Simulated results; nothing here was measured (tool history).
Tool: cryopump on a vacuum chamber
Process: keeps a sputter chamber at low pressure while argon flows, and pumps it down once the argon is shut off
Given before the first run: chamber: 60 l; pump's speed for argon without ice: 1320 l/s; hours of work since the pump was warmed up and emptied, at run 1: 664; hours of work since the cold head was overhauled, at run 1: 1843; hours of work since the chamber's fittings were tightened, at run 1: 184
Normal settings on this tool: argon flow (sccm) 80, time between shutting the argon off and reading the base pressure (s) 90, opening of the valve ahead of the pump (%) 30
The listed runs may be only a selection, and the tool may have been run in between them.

run    hour  argon flow (sccm)  time between shutting the argon off and reading the base pressure (s)  opening of the valve ahead of the pump (%)  hours of work since the pump was warmed up and emptied  hours of work since the cold head was overhauled  hours of work since the chamber's fittings were tightened  pressure while argon flows (Pa)  pressure after the wait (uPa)
  1     0.0                 80                                                                     90                                          30                                                     664                                              1843                                                        184                           0.3632                           1.29
  2    89.7                 80                                                                     90                                          30                                                     719                                              1898                                                        240                           0.3677                           1.38
  3   178.3                 48                                                                     90                                          30                                                     774                                              1953                                                        294                           0.2214                           1.56
  4   278.2                 48                                                                     90                                          30                                                     835                                              2015                                                        356                           0.2245                           1.59
  5   327.8                 48                                                                     90                                          21                                                     866                                              2045                                                        387                           0.3123                           1.63
  6   398.3                 48                                                                     90                                          21                                                     909                                              2089                                                        430                           0.3145                           1.79
  7   498.2                 48                                                                     90                                          21                                                     971                                              2150                                                        492                           0.3146                           1.88
  8   599.0                 48                                                                     90                                          21                                                    1033                                              2213                                                        554                           0.3159                           2.01
  9   702.8                 48                                                                     90                                          21                                                    1097                                              2277                                                        618                           0.3179                           2.15
      757.0  -- pump warmed up, emptied and cooled again
 10   761.5                 48                                                                     90                                          21                                                       3                                              2310                                                        651                           0.2967                           1.76
 11   843.1                 80                                                                     90                                          30                                                      53                                              2360                                                        701                           0.3439                           1.89
 12   905.6                 80                                                                    197                                          30                                                      92                                              2399                                                        740                           0.3502                           1.43
 13   984.4                 80                                                                    197                                          30                                                     140                                              2447                                                        789                           0.3521                           1.52
 14  1033.8                 80                                                                    197                                          30                                                     171                                              2478                                                        819                           0.3510                           1.61
 15  1128.1                 80                                                                     90                                          30                                                     229                                              2536                                                        877                           0.3523                           2.12
 16  1192.4                 80                                                                     90                                          30                                                     269                                              2576                                                        917                           0.3520                           2.21
 17  1292.7                 80                                                                     90                                          30                                                     331                                              2638                                                        979                           0.3536                           2.33
 18  1342.9                 80                                                                     90                                          45                                                     362                                              2669                                                       1010                           0.2437                           2.33
 19  1396.6                 74                                                                    258                                          22                                                     395                                              2702                                                       1043                           0.4445                           1.93
 20  1471.6                 74                                                                    258                                          22                                                     441                                              2748                                                       1089                           0.4514                           2.00
 21  1530.0                143                                                                    258                                          51                                                     477                                              2784                                                       1125                           0.3938                           2.10
 22  1601.6                 97                                                                     52                                          49                                                     521                                              2828                                                       1170                           0.2784                           3.17
 23  1703.4                 80                                                                    107                                          30                                                     584                                              2891                                                       1232                           0.3680                           2.63
 24  1778.4                 91                                                                     90                                          28                                                     630                                              2937                                                       1279                           0.4416                           2.75
 25  1849.5                 91                                                                     90                                          28                                                     674                                              2981                                                       1322                           0.4478                           2.95
 26  1935.1                 91                                                                     90                                          28                                                     727                                              3034                                                       1375                           0.4532                           3.17
 27  2024.4                 91                                                                     90                                          28                                                     782                                              3089                                                       1430                           0.4498                           3.18
 28  2084.8                 90                                                                     34                                          28                                                     819                                              3126                                                       1468                           0.4481                           4.62
 29  2158.4                 90                                                                     34                                          28                                                     865                                              3172                                                       1513                           0.4498                           4.63
 30  2215.0                 37                                                                     29                                          22                                                     900                                              3207                                                       1548                           0.2341                           4.89
 31  2307.8                 37                                                                     29                                          22                                                     957                                              3264                                                       1605                           0.2319                           5.24
 32  2398.2                 80                                                                     31                                          27                                                    1013                                              3320                                                       1661                           0.4240                           5.28
 33  2456.2                 80                                                                     31                                          27                                                    1048                                              3356                                                       1697                           0.4241                           5.24

Here are 5 independent what-if runs from the current tool condition. What would each one return?
  A  2498.3                 68                                                                     31                                          27                                                    1074                                              3382                                                       1723                                ?                              ?
  B  2498.3                103                                                                     26                                          27                                                    1074                                              3382                                                       1723                                ?                              ?
  C  2498.3                 36                                                                     90                                          30                                                    1074                                              3382                                                       1723                                ?                              ?
  D  2498.3                134                                                                     33                                          30                                                    1074                                              3382                                                       1723                                ?                              ?
  E  2498.3                 80                                                                    136                                          16                                                    1074                                              3382                                                       1723                                ?                              ?

run  pressure while argon flows (Pa)  pressure after the wait (uPa)
  A                           0.3617                           5.46
  B                           0.5509                           5.68
  C                           0.1752                           3.90
  D                           0.6550                           5.25
  E                           0.6844                           3.61
What these runs would have given with no unlogged condition in the tool:
run  pressure while argon flows (Pa)  pressure after the wait (uPa)
  A                           0.3213                           2.47
  B                           0.4895                           2.80
  C                           0.1538                           0.98
  D                           0.5750                           2.31
  E                           0.6372                           0.70

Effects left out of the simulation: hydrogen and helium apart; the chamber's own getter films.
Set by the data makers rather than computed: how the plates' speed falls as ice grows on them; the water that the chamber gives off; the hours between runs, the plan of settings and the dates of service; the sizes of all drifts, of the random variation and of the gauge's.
